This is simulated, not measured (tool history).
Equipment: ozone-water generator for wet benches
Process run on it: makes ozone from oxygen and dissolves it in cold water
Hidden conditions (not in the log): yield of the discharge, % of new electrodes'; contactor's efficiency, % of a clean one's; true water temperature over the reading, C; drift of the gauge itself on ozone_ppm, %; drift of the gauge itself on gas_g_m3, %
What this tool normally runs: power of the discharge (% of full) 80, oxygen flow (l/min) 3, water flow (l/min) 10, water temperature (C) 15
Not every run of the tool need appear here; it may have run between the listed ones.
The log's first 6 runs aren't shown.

run,hour,power of the discharge (% of full),oxygen flow (l/min),water flow (l/min),water temperature (C),hours of work since the electrodes were changed,hours of work since the contactor was cleaned,hours of work since the thermometer was calibrated,dissolved ozone (ppm),ozone in the gas ahead of the water (g/m3)
7,259.6,80,3.7,10,15,586,974,5914,24.1,231.7
# hour 265.6: water thermometer calibrated
8,299.2,80,4.97,10,15,618,1006,28,24,199.6
9,353,80,3,10,15,662,1050,72,24.4,257.3
10,383.1,80,3,10,15,686,1074,96,24.5,256
11,429.2,95,3,10,15,724,1112,134,27.9,292.7
12,463.8,80,3,10,14,753,1141,162,24.8,256.2
13,496.3,80,3,10,15,779,1167,189,24.1,255.8
14,533.5,80,3,10,15,810,1198,220,24.4,256.3
15,558,80,4.67,10,15,830,1218,240,23.9,205.3
16,600.3,80,4.67,10,15,864,1253,274,23.9,204.8
17,630.7,84,4.67,10,15,889,1277,299,25,213.1
18,685.4,60,4.17,7,15,934,1322,344,24,172.4

Expected results for the next run?
19,722,49,2.67,12,18,964,1352,374,?,?

Logged for run 19: dissolved ozone (ppm) 13.7, ozone in the gas ahead of the water (g/m3) 185.9.
Without the tool's hidden state the same run would have given dissolved ozone (ppm) 13.7, ozone in the gas ahead of the water (g/m3) 189.

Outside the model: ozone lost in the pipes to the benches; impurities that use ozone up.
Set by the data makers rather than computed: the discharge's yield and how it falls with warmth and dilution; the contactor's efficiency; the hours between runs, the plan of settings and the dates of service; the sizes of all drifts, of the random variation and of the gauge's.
